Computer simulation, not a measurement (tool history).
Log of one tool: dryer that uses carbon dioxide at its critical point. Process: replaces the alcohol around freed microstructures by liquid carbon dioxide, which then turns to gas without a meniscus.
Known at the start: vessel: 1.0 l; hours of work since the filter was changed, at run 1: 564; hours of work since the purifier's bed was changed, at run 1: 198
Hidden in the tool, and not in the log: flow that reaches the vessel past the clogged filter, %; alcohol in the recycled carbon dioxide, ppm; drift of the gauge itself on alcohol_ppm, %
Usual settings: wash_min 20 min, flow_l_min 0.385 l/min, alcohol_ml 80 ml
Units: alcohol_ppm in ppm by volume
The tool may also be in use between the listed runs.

run     day  wash_min  flow_l_min  alcohol_ml  hours of work since the filter was changed  hours of work since the purifier's bed was changed  alcohol_ppm
  1   0.000        20       0.385          80                                         564                                                 198          299
  2   1.179        20       0.385          80                                         585                                                 219          314
      1.412  -- inlet filter changed
  3   2.688        21       0.385          80                                          22                                                 244          199
  4   3.725        13       0.385          80                                          40                                                 262         1244
  5   5.358        13       0.385          80                                          68                                                 290         1269
  6   6.775        20       0.464          80                                          93                                                 315          177
  7   7.700        20       0.464          80                                         109                                                 331          195
  8   9.404        20       0.464          80                                         138                                                 360          208
  9  11.512        20       0.408          80                                         175                                                 397          271
 10  12.833        20       0.408          80                                         198                                                 420          281
 11  14.396        20       0.408          80                                         225                                                 447          305
 12  15.596        20       0.408          80                                         246                                                 468          325
 13  17.408        20       0.408          80                                         277                                                 499          337
     17.925  -- purifier's bed changed
 14  18.421        20       0.549          80                                         292                                                   9           22
 15  19.517        20       0.385          77                                         311                                                  28          167

Forecast each of these 5 alternatives for the next run:
  A  20.592        26       0.444          25                                         330                                                  46            ?
  B  20.592        22       0.572          77                                         330                                                  46            ?
  C  20.592        30       0.344          43                                         330                                                  46            ?
  D  20.592        20       0.417          80                                         330                                                  46            ?
  E  20.592        14       0.385          36                                         330                                                  46            ?

run  alcohol_ppm
  A           28
  B           32
  C           42
  D          119
  E          486
Without the tool's hidden state the same runs would have given:
run  alcohol_ppm
  A            4
  B            9
  C           15
  D           65
  E          352
